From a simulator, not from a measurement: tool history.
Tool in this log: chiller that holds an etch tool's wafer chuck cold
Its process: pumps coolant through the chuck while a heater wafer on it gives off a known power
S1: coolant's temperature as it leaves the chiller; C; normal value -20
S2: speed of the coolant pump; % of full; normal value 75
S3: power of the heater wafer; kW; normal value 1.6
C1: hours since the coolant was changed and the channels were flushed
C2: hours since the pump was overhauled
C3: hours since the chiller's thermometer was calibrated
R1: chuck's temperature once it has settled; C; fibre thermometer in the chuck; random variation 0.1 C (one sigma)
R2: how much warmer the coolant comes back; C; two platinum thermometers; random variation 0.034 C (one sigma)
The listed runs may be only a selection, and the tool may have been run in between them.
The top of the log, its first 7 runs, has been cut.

run    hour   S1  S2     S3    C1    C2    C3    R1    R2
  8   556.8  -20  75    1.6  2390   934  2855  -2.1  5.37
  9   611.4  -20  75    1.6  2445   988  2909    -2  5.43
 10   700.5  -20  75    1.6  2534  1077  2998  -1.8   5.4
 11   755.7  -20  75    1.6  2589  1132  3054  -1.8  5.46
      762.3  -- chiller's thermometer calibrated
 12   862.1  -20  75    1.6  2695  1238   100  -1.9  5.43
 13   911.3  -20  75    1.6  2744  1287   149  -1.9  5.38
 14     965  -20  75    1.6  2798  1341   203    -2  5.45
 15  1084.7  -20  75  1.551  2917  1460   322  -2.7  5.26
 16  1153.6  -21  64  1.013  2986  1529   391  -7.9  4.03
 17  1235.7  -21  64  1.013  3068  1611   473    -8  4.05
 18  1345.2  -20  61  0.976  3178  1721   583  -6.9  4.02
 19  1417.9  -20  65  1.609  3251  1794   656   0.2  6.25

Run 20 comes next. What will it give?
 20  1522.8  -12  87  1.014  3355  1898  760   ?   ?

R1: -1.9 C
R2: 2.96 C
The same run, on a tool lacking any hidden state, would have yielded R1 -1.9 C, R2 2.96 C.
